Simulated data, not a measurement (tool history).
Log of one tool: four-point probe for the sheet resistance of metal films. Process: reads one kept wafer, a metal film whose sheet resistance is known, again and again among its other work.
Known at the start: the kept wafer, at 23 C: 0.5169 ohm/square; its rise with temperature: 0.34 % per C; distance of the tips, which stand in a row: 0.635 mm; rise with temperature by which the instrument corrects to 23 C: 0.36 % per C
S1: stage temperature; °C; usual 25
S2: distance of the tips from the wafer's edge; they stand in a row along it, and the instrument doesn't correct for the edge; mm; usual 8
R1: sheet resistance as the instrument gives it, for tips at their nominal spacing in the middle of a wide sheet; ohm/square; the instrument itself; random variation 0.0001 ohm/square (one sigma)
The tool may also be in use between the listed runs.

{"run": 1, "hour": 0.0, "S1": 25, "S2": 8, "R1": 0.518349}
{"run": 2, "hour": 35.4, "S1": 25, "S2": 8, "R1": 0.518424}
{"run": 3, "hour": 64.8, "S1": 25, "S2": 8, "R1": 0.518469}
{"run": 4, "hour": 86.9, "S1": 25, "S2": 8, "R1": 0.518587}
{"run": 5, "hour": 103.9, "S1": 25, "S2": 8, "R1": 0.5184}
{"run": 6, "hour": 131.7, "S1": 25, "S2": 8, "R1": 0.518422}
{"run": 7, "hour": 163.8, "S1": 22, "S2": 8, "R1": 0.518883}
{"run": 8, "hour": 188.5, "S1": 23, "S2": 5, "R1": 0.521397}
{"run": 9, "hour": 212.8, "S1": 18, "S2": 19, "R1": 0.517718}
{"run": 10, "hour": 229.8, "S1": 29, "S2": 20, "R1": 0.516613}
{"run": 11, "hour": 268.2, "S1": 20, "S2": 67, "R1": 0.517505}
{"run": 12, "hour": 287.0, "S1": 20, "S2": 67, "R1": 0.517305}
{"run": 13, "hour": 303.8, "S1": 26, "S2": 32, "R1": 0.516661}

3 ways to go on from here, each from the tool as it stands after run 13. What would each give?
{"run": "A", "hour": 321.1, "S1": 26, "S2": 11, "R1": "?"}
{"run": "B", "hour": 321.1, "S1": 18, "S2": 32, "R1": "?"}
{"run": "C", "hour": 321.1, "S1": 25, "S2": 32, "R1": "?"}

run=A R1=0.5175
run=B R1=0.517588
run=C R1=0.516743
Without the tool's hidden state the same runs would have given:
run=A R1=0.517469
run=B R1=0.517556
run=C R1=0.516712
